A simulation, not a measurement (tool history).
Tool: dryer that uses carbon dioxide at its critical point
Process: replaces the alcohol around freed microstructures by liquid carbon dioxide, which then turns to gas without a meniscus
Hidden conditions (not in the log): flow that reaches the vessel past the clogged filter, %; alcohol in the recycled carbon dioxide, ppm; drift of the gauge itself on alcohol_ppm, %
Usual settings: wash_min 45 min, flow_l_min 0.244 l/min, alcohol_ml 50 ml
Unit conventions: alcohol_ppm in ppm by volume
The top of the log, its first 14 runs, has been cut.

run	day	wash_min	flow_l_min	alcohol_ml	hours of work since the filter was changed	hours of work since the purifier's bed was changed	alcohol_ppm
15	24.367	45	0.206	50	62	515	1066
16	26.588	45	0.206	50	104	556	1118
17	27.950	45	0.206	50	129	582	1147
18	29.488	45	0.206	50	158	611	1168
# day 30.238: purifier's bed changed
19	31.508	45	0.244	47	194	24	596
20	33.250	45	0.187	50	226	57	1636
21	35.008	45	0.187	50	259	90	1749
22	36.638	45	0.244	84	290	120	1197
23	38.912	45	0.244	84	333	163	1289
24	40.108	50	0.244	25	355	185	280
# day 40.812: inlet filter changed
25	41.392	50	0.244	25	11	209	185
26	43.625	55	0.244	31	53	250	155
27	45.758	28	0.244	65	93	290	3022
28	47.317	28	0.274	77	122	320	2708
29	49.104	28	0.274	77	156	353	2737
30	50.783	45	0.385	50	187	385	94
31	51.892	35	0.209	50	208	405	2260
32	53.983	35	0.174	119	247	445	8664
33	55.088	35	0.174	119	268	465	8764
34	56.662	35	0.174	119	297	495	8730
35	57.800	35	0.174	37	319	516	2791
36	59.350	35	0.174	37	348	545	2929
# day 60.479: inlet filter changed
37	61.400	35	0.161	101	17	583	7227
38	62.421	29	0.244	52	36	602	2175

Expected results for the next run?
# day 63.588: purifier's bed changed
39	64.771	40	0.288	79	78	22	?

alcohol_ppm: 681 ppm by volume
Had the tool carried no hidden state, the very same run would have given alcohol_ppm 609 ppm by volume.
